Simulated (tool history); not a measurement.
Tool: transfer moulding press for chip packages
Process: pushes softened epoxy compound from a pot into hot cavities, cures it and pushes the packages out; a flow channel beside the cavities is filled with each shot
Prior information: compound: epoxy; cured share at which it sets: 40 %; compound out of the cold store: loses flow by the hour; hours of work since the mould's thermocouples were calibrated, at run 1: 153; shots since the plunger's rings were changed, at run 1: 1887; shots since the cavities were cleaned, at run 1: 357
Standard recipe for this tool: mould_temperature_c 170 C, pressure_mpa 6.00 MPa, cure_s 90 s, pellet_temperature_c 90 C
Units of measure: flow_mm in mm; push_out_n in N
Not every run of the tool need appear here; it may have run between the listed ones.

run	hour	mould_temperature_c	pressure_mpa	cure_s	pellet_temperature_c	hours of work since the mould's thermocouples were calibrated	shots since the plunger's rings were changed	shots since the cavities were cleaned	incoming compound's hours out of the cold store	flow_mm	push_out_n
1	0.0	170	6.00	90	90	153	1887	357	22.4	854	661
# hour 13.4: cavities cleaned with cleaning compound and waxed
2	17.2	170	6.00	90	88	162	2066	43	30.3	824	506
3	40.9	170	4.83	90	90	175	2336	313	14.9	790	696
# hour 56.2: cavities cleaned with cleaning compound and waxed
4	66.5	170	4.83	90	90	188	2610	116	41.3	701	555
5	83.2	170	6.00	119	90	197	2801	307	37.5	791	571
# hour 100.6: cavities cleaned with cleaning compound and waxed
# hour 104.5: plunger's sealing rings changed
6	109.1	170	6.00	119	90	209	53	69	19.9	873	447
7	124.8	170	6.00	119	90	218	231	247	38.2	804	567
# hour 145.9: cavities cleaned with cleaning compound and waxed
8	153.2	170	6.00	119	90	232	539	84	26.8	845	467
9	184.5	170	6.00	81	90	249	895	440	8.4	914	826
# hour 188.9: cavities cleaned with cleaning compound and waxed
10	207.2	170	6.00	90	90	261	1137	208	13.9	889	619
# hour 233.3: cavities cleaned with cleaning compound and waxed
11	238.6	170	6.00	90	90	277	1478	61	31.5	820	487
12	267.0	168	6.00	90	90	293	1802	385	13.6	894	759
# hour 277.6: cavities cleaned with cleaning compound and waxed
13	281.8	168	6.00	90	90	300	1953	48	39.8	792	525
14	295.6	170	6.00	75	90	308	2111	206	12.1	890	792
15	308.4	170	6.00	75	90	315	2257	352	16.4	873	881
# hour 322.2: cavities cleaned with cleaning compound and waxed
16	323.2	170	6.06	88	90	322	2408	12	20.4	860	447
17	341.4	170	6.06	84	91	332	2616	220	27.6	828	644
18	355.7	170	6.67	117	90	340	2779	383	16.5	916	605
# hour 365.8: cavities cleaned with cleaning compound and waxed
19	375.8	170	6.67	113	90	350	2991	114	19.7	902	486
# hour 380.3: plunger's sealing rings changed
20	402.2	168	6.00	90	90	363	249	386	23.0	866	731
# hour 413.2: cavities cleaned with cleaning compound and waxed
21	421.9	177	5.89	90	88	373	457	100	45.8	748	465
22	445.8	175	7.09	130	88	386	729	372	42.6	841	597
# hour 457.0: cavities cleaned with cleaning compound and waxed
23	472.9	170	6.00	101	92	400	1021	181	19.3	867	532
24	493.7	170	6.00	101	97	412	1258	418	17.1	875	632
# hour 501.5: cavities cleaned with cleaning compound and waxed
25	509.2	166	6.00	82	90	419	1417	87	11.7	911	780
26	526.4	170	6.93	109	90	429	1614	284	29.2	887	569
# hour 546.9: cavities cleaned with cleaning compound and waxed
27	551.1	177	6.00	90	90	441	1879	48	21.7	831	438

Branching from run 27: 4 alternative next runs. What would each branch give?
A	576.9	168	6.00	73	90	455	2172	341	27.9	?	?
B	576.9	177	5.07	90	90	455	2172	341	20.1	?	?
C	576.9	177	6.00	104	94	455	2172	341	32.1	?	?
D	576.9	170	6.00	75	90	455	2172	341	31.2	?	?

run	flow_mm	push_out_n
A	837	1010
B	768	598
C	793	590
D	816	814
With no hidden state in the tool, these same runs would have given:
run	flow_mm	push_out_n
A	853	702
B	783	396
C	808	390
D	832	561
